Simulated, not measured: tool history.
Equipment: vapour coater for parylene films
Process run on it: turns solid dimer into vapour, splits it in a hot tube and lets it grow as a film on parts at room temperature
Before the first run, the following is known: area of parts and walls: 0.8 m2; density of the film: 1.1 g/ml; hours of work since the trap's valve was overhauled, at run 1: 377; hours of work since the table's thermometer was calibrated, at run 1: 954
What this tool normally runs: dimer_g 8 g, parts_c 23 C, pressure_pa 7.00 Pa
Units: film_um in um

run,hour,dimer_g,parts_c,pressure_pa,hours of work since the trap's valve was overhauled,hours of work since the table's thermometer was calibrated,film_um
1,0.0,8,23,7.00,377,954,4.84
2,23.2,8,23,7.00,389,966,4.82
3,64.5,8,23,7.00,411,988,4.82
4,104.4,8,18,7.00,433,1010,5.35
5,138.6,8,18,7.00,451,1028,5.35
6,184.6,8,18,7.00,476,1053,5.34
7,234.6,8,16,7.00,503,1080,5.59
8,259.1,4,33,4.69,516,1093,2.02
9,301.8,8,23,4.83,539,1116,5.00
10,346.4,12,23,7.04,563,1140,7.11
11,368.2,11,23,3.02,574,1152,7.39
# hour 385.9: trap's valve overhauled
12,401.0,11,23,3.02,8,1167,7.85
13,436.6,8,18,7.00,27,1186,5.59

Consider 3 possible next runs. They are alternatives, not a sequence: every one starts from the tool as it was left by run 13. What does each give?
A,464.6,3,18,5.97,42,1201,?
B,464.6,12,16,8.80,42,1201,?
C,464.6,3,18,7.00,42,1201,?

run,film_um
A,2.17
B,8.48
C,2.11
With no hidden state in the tool, these same runs would have given:
run,film_um
A,2.16
B,8.45
C,2.10

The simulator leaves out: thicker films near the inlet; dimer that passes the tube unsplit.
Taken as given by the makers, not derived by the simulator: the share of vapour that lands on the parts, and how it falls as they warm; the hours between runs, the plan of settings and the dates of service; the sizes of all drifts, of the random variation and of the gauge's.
